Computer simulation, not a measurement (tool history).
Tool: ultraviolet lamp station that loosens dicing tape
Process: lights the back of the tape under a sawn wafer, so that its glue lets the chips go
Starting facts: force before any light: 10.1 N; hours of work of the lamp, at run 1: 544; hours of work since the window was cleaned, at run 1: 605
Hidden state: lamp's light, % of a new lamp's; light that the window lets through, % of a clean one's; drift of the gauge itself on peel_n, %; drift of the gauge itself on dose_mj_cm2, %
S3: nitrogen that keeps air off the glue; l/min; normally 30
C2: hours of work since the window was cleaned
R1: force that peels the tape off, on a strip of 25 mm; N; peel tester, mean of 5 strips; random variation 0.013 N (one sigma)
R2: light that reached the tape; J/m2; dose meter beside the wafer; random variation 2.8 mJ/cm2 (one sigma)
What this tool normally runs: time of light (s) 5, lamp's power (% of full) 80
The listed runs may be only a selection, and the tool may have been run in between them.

Run 1, hour 0.0: usual settings; hours of work of the lamp 544; C2 605. Result: R1 1.282 N, R2 2790 J/m2.
Run 2, hour 12.9: usual settings; hours of work of the lamp 553; C2 613. Result: R1 1.271 N, R2 2770 J/m2.
Run 3, hour 27.7: usual settings; hours of work of the lamp 562; C2 622. Result: R1 1.262 N, R2 2720 J/m2.
Run 4, hour 37.6: usual settings; hours of work of the lamp 568; C2 629. Result: R1 1.218 N, R2 2790 J/m2.
Run 5, hour 59.6: usual settings; hours of work of the lamp 582; C2 643. Result: R1 1.260 N, R2 2700 J/m2.
Run 6, hour 76.0: usual settings; hours of work of the lamp 593; C2 653. Result: R1 1.320 N, R2 2690 J/m2.
Run 7, hour 93.8: usual settings but S3 38 l/min; hours of work of the lamp 604; C2 665. Result: R1 1.193 N, R2 2700 J/m2.
Run 8, hour 103.8: usual settings; hours of work of the lamp 611; C2 671. Result: R1 1.308 N, R2 2630 J/m2.
Run 9, hour 115.0: usual settings but time of light (s) 4; hours of work of the lamp 618; C2 678. Result: R1 1.917 N, R2 2120 J/m2.
At hour 120.5: window cleaned of glue's vapour.
Run 10, hour 127.9: usual settings; hours of work of the lamp 626; C2 5. Result: R1 1.508 N, R2 2520 J/m2.
Run 11, hour 149.6: usual settings; hours of work of the lamp 639; C2 19. Result: R1 1.549 N, R2 2460 J/m2.
Run 12, hour 161.1: usual settings; hours of work of the lamp 647; C2 26. Result: R1 1.521 N, R2 2420 J/m2.
Run 13, hour 179.4: usual settings; hours of work of the lamp 658; C2 38. Result: R1 1.596 N, R2 2470 J/m2.
Run 14, hour 190.2: usual settings; hours of work of the lamp 665; C2 44. Result: R1 1.670 N, R2 2450 J/m2.
Run 15, hour 201.9: usual settings but S3 10 l/min; hours of work of the lamp 673; C2 52. Result: R1 2.858 N, R2 2400 J/m2.
Run 16, hour 221.3: usual settings but S3 10 l/min; hours of work of the lamp 685; C2 64. Result: R1 2.756 N, R2 2410 J/m2.
At hour 239.2: window cleaned of glue's vapour, once more.
Run 17, hour 239.2: usual settings but lamp's power (% of full) 71; hours of work of the lamp 696; C2 0. Result: R1 1.288 N, R2 2740 J/m2.
Run 18, hour 253.7: usual settings but lamp's power (% of full) 71; hours of work of the lamp 705; C2 9. Result: R1 1.321 N, R2 2730 J/m2.
Run 19, hour 273.0: usual settings but lamp's power (% of full) 71; hours of work of the lamp 718; C2 22. Result: R1 1.335 N, R2 2680 J/m2.
Run 20, hour 282.9: usual settings but lamp's power (% of full) 71; hours of work of the lamp 724; C2 28. Result: R1 1.332 N, R2 2690 J/m2.
Run 21, hour 298.4: usual settings but lamp's power (% of full) 71, S3 40 l/min; hours of work of the lamp 734; C2 38. Result: R1 1.179 N, R2 2650 J/m2.
Run 22, hour 317.8: usual settings but lamp's power (% of full) 71, S3 40 l/min; hours of work of the lamp 746; C2 50. Result: R1 1.177 N, R2 2670 J/m2.
Run 23, hour 340.1: usual settings but time of light (s) 7, lamp's power (% of full) 76, S3 59 l/min; hours of work of the lamp 760; C2 64. Result: R1 0.438 N, R2 3980 J/m2.
Run 24, hour 359.8: usual settings but time of light (s) 7, lamp's power (% of full) 76, S3 59 l/min; hours of work of the lamp 773; C2 77. Result: R1 0.419 N, R2 3890 J/m2.
Run 25, hour 380.4: usual settings but time of light (s) 3, lamp's power (% of full) 89, S3 12 l/min; hours of work of the lamp 786; C2 90. Result: R1 3.445 N, R2 1880 J/m2.
Run 26, hour 399.2: usual settings but time of light (s) 3, lamp's power (% of full) 90, S3 12 l/min; hours of work of the lamp 798; C2 102. Result: R1 3.306 N, R2 1980 J/m2.
Run 27, hour 409.0: usual settings but time of light (s) 3, lamp's power (% of full) 90, S3 12 l/min; hours of work of the lamp 804; C2 108. Result: R1 3.183 N, R2 1930 J/m2.
Run 28, hour 427.2: usual settings but time of light (s) 3, lamp's power (% of full) 90, S3 12 l/min; hours of work of the lamp 816; C2 120. Result: R1 3.202 N, R2 1900 J/m2.
Run 29, hour 440.9: usual settings but time of light (s) 3, lamp's power (% of full) 90, S3 12 l/min; hours of work of the lamp 825; C2 128. Result: R1 3.313 N, R2 1950 J/m2.
Run 30, hour 455.8: usual settings but time of light (s) 9, lamp's power (% of full) 82; hours of work of the lamp 834; C2 138. Result: R1 0.372 N, R2 5200 J/m2.
Run 31, hour 468.3: usual settings but time of light (s) 2, lamp's power (% of full) 76, S3 16 l/min; hours of work of the lamp 842; C2 146. Result: R1 5.172 N, R2 1040 J/m2.
Run 32, hour 490.5: usual settings but time of light (s) 2, lamp's power (% of full) 76, S3 19 l/min; hours of work of the lamp 856; C2 160. Result: R1 4.948 N, R2 1020 J/m2.
Run 33, hour 503.4: usual settings but time of light (s) 4, lamp's power (% of full) 76, S3 49 l/min; hours of work of the lamp 864; C2 168. Result: R1 1.598 N, R2 2070 J/m2.
Run 34, hour 523.6: usual settings but time of light (s) 2, lamp's power (% of full) 76, S3 49 l/min; hours of work of the lamp 877; C2 181. Result: R1 3.899 N, R2 1060 J/m2.
Run 35, hour 544.2: usual settings but time of light (s) 4, lamp's power (% of full) 73, S3 11 l/min; hours of work of the lamp 890; C2 194. Result: R1 3.478 N, R2 1970 J/m2.
Run 36, hour 566.5: usual settings but lamp's power (% of full) 86; hours of work of the lamp 905; C2 208. Result: R1 1.135 N, R2 2870 J/m2.
Run 37, hour 585.9: usual settings but time of light (s) 4, lamp's power (% of full) 92; hours of work of the lamp 917; C2 221. Result: R1 1.659 N, R2 2480 J/m2.

For some of the steps in R1 from one run to the next: how much would appear even if the tool had no hidden state, given the settings, what came in and random variation, and how much remains for the hidden state plus any gauge scatter that the measured result and the result without hidden state don't share?
Run 16 -> 17: lamp's power (% of full) 80 -> 71, S3 10 -> 30, window cleaned of glue's vapour, once more. R1 -1.468 N: hidden state -0.967, all else -0.501.
Run 24 -> 25: time of light (s) 7 -> 3, lamp's power (% of full) 76 -> 89, S3 59 -> 12. R1 +3.026 N: hidden state +0.952, all else +2.074.
Run 29 -> 30: time of light (s) 3 -> 9, lamp's power (% of full) 90 -> 82, S3 12 -> 30. R1 -2.941 N: hidden state -1.020, all else -1.921.
Run 30 -> 31: time of light (s) 9 -> 2, lamp's power (% of full) 82 -> 76, S3 30 -> 16. R1 +4.800 N: hidden state +1.138, all else +3.662.
Run 32 -> 33: time of light (s) 2 -> 4, S3 19 -> 49. R1 -3.350 N: hidden state -0.489, all else -2.861.
